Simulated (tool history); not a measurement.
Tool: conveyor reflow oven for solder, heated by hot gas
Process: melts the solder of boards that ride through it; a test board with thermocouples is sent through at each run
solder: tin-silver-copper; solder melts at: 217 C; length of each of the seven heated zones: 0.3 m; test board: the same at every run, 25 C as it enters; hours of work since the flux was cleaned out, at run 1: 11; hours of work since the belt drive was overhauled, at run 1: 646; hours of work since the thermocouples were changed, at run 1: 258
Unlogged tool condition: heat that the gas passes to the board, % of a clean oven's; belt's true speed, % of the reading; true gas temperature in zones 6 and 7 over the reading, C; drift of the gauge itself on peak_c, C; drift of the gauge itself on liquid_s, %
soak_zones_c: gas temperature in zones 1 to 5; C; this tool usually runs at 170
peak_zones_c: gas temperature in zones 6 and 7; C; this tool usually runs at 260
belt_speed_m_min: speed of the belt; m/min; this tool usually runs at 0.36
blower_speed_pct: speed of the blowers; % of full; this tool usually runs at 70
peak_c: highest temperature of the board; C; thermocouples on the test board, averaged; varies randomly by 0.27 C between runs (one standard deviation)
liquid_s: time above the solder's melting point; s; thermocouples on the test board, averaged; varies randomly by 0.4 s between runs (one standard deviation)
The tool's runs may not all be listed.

run	hour	soak_zones_c	peak_zones_c	belt_speed_m_min	blower_speed_pct	hours of work since the flux was cleaned out	hours of work since the belt drive was overhauled	hours of work since the thermocouples were changed	peak_c	liquid_s
1	0	170	260	0.36	70	11	646	258	247.1	70.1
2	16.5	170	260	0.36	70	20	655	267	246.4	70.3
3	42.4	170	260	0.36	70	34	669	281	246.5	69.5
4	63.2	170	260	0.36	70	45	680	292	246.8	70.1
5	87.3	170	273	0.36	70	59	694	306	258.3	80
6	119.7	170	273	0.305	70	76	711	323	262.7	99.9
7	146.1	170	273	0.305	70	91	726	338	262.3	100.7
8	174.3	170	273	0.305	70	106	741	353	262	100.4
9	188	170	273	0.305	70	114	749	361	262.1	99.5
10	211.6	170	273	0.305	70	127	762	374	262.6	99.4
11	225.3	170	260	0.312	70	134	769	381	249.5	86.3
12	247.6	170	260	0.312	70	147	782	394	249.6	85.6
13	263.1	170	260	0.312	70	155	790	402	249.8	85.3
14	279.8	170	260	0.312	70	164	799	411	249.4	85.2
15	303.6	175	260	0.312	70	177	812	424	249.5	89
16	319.1	170	270	0.298	70	186	821	433	259.2	100.6
# hour 327.1: flux residue cleaned out of gas plates and filters
17	355	175	270	0.298	70	15	838	450	259.7	103
18	370.2	170	260	0.398	70	24	846	458	241	54.8
19	396.1	170	260	0.429	70	38	860	472	238.6	47.1
20	421	170	252	0.408	58	52	874	486	230.1	35
21	443.2	170	252	0.408	58	64	886	498	229.8	35
22	456.7	171	260	0.36	72	71	894	506	244.6	66.9
23	477.3	171	260	0.36	72	82	905	517	244.6	67.1
24	496.9	171	260	0.36	72	93	916	528	244.7	67.2
# hour 520.2: flux residue cleaned out of gas plates and filters, once more
25	526.7	171	260	0.412	72	4	929	541	243.3	57.8
26	551.6	171	260	0.412	72	17	943	555	243	56.9
27	572.5	183	263	0.309	53	29	954	567	251.5	95.5
28	592.4	174	248	0.314	53	40	965	577	235.7	66.9
29	620.6	180	268	0.403	63	55	981	593	249.9	68.1

Take each entry between the runs: how does the hidden state at the last listed run before it differ from the hidden state at the first listed run after it?
In the gap between runs 16 and 17: flux residue cleaned out of gas plates and filters (hour 327.1)
  heat that the gas passes to the board, % of a clean oven's: 92.6 -> 88.4; belt's true speed, % of the reading: 98.26 -> 98.22; true gas temperature in zones 6 and 7 over the reading, C: -0.91 -> -0.94
  measured minus no-state result, peak_c: -1.6 -> -2.3 C; liquid_s: +0.2 -> -0.5 s
In the gap between runs 24 and 25: flux residue cleaned out of gas plates and filters, once more (hour 520.2)
  heat that the gas passes to the board, % of a clean oven's: 85.9 -> 99.5; belt's true speed, % of the reading: 98.05 -> 98.02; true gas temperature in zones 6 and 7 over the reading, C: -1.11 -> -1.13
  measured minus no-state result, peak_c: -3.3 -> -0.4 C; liquid_s: -3.5 -> +0.8 s
